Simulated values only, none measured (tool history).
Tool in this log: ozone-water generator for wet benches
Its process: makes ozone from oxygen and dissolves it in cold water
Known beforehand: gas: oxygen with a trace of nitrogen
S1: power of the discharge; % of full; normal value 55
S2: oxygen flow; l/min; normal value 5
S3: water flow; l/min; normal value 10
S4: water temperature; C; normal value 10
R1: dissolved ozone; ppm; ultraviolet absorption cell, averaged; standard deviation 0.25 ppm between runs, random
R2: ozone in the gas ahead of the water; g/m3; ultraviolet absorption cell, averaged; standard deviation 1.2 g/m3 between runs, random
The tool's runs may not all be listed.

run 1 hour=0 | S1=55 S2=5 S3=10 S4=10 | R1=39.3 R2=215.7
run 2 hour=82.7 | S1=55 S2=5 S3=9 S4=10 | R1=41.4 R2=214.4
run 3 hour=173.3 | S1=55 S2=5 S3=9 S4=10 | R1=41.6 R2=214.6
run 4 hour=294.8 | S1=55 S2=5 S3=9 S4=10 | R1=41.3 R2=213.8
run 5 hour=367.9 | S1=55 S2=5 S3=9 S4=10 | R1=41.5 R2=216.5
run 6 hour=473.1 | S1=55 S2=5 S3=9 S4=10 | R1=41.7 R2=214.3
run 7 hour=569.4 | S1=55 S2=5 S3=9 S4=10 | R1=41.6 R2=214.8
run 8 hour=678.9 | S1=57 S2=5 S3=10 S4=12 | R1=38.4 R2=219.1
run 9 hour=798.4 | S1=55 S2=3.6 S3=10 S4=15 | R1=34 R2=240.2
run 10 hour=905.8 | S1=61 S2=5 S3=8 S4=10 | R1=48.3 R2=231.2
run 11 hour=1043.4 | S1=61 S2=5 S3=8 S4=10 | R1=48 R2=230.5
run 12 hour=1115.7 | S1=61 S2=4.49 S3=11 S4=10 | R1=37.8 R2=237.9
run 13 hour=1213.3 | S1=61 S2=4.49 S3=11 S4=10 | R1=38.1 R2=240
run 14 hour=1298.4 | S1=61 S2=4.49 S3=11 S4=10 | R1=37.9 R2=238.6

Predict each of these 5 candidate next runs independently; none follows another, all start after run 14:
run A hour=1413.9 | S1=45 S2=5 S3=10 S4=10 | R1=? R2=?
run B hour=1413.9 | S1=55 S2=5 S3=15 S4=10 | R1=? R2=?
run C hour=1413.9 | S1=41 S2=5 S3=6 S4=10 | R1=? R2=?
run D hour=1413.9 | S1=55 S2=3.25 S3=10 S4=10 | R1=? R2=?
run E hour=1413.9 | S1=61 S2=4.49 S3=11 S4=8 | R1=? R2=?

run=A R1=33.9 R2=187.7
run=B R1=28 R2=214.8
run=C R1=43.1 R2=176.6
run=D R1=36 R2=250.1
run=E R1=39.1 R2=238.8
The same runs, with their run-to-run variation unchanged, on a tool lacking any hidden condition would have given:
run=A R1=34 R2=185.7
run=B R1=28.1 R2=212.6
run=C R1=43.1 R2=174.7
run=D R1=36 R2=247.5
run=E R1=39.2 R2=236.3
